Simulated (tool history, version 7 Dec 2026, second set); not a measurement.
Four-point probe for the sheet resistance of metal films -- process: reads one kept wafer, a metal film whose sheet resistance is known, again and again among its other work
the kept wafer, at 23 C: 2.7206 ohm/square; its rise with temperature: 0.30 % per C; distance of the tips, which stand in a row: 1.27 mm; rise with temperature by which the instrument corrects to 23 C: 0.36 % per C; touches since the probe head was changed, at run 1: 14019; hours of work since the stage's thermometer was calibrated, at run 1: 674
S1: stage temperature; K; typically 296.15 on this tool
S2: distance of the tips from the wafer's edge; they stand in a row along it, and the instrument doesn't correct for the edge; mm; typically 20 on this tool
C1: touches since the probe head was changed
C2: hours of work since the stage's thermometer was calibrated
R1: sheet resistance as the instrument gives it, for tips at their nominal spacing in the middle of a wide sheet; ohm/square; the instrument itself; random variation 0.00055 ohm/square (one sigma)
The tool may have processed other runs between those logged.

run,hour,S1,S2,C1,C2,R1
1,0.0,296.15,20,14019,674,2.727104
2,12.6,296.15,20,14483,682,2.725702
3,31.4,295.15,20,15174,695,2.728333
4,56.2,295.15,20,16087,711,2.728808
5,70.7,295.15,20,16619,721,2.727924
6,90.9,296.15,20,17361,735,2.726753
7,104.6,296.15,20,17865,744,2.725946
8,118.9,297.15,35,18391,753,2.720899
9,139.7,297.15,35,19158,767,2.720526
10,164.6,297.15,35,20075,784,2.721631
11,185.6,298.15,23,20844,798,2.721644
12,199.8,308.15,4,21368,808,2.841710
13,214.3,304.15,10,21899,817,2.732348
14,233.5,304.15,10,22608,830,2.732740

Consider 5 possible next runs. They are alternatives, not a sequence: every one starts from the tool as it was left by run 14. What does each give?
A,253.7,291.15,9,23349,844,?
B,253.7,292.15,8,23349,844,?
C,253.7,295.15,4,23349,844,?
D,253.7,304.15,4,23349,844,?
E,253.7,292.15,8,23349,844,?

run,R1
A,2.758011
B,2.763699
C,2.862640
D,2.848228
E,2.763006
Without the tool's hidden state the same runs would have given:
run,R1
A,2.757853
B,2.763541
C,2.862477
D,2.848065
E,2.762849

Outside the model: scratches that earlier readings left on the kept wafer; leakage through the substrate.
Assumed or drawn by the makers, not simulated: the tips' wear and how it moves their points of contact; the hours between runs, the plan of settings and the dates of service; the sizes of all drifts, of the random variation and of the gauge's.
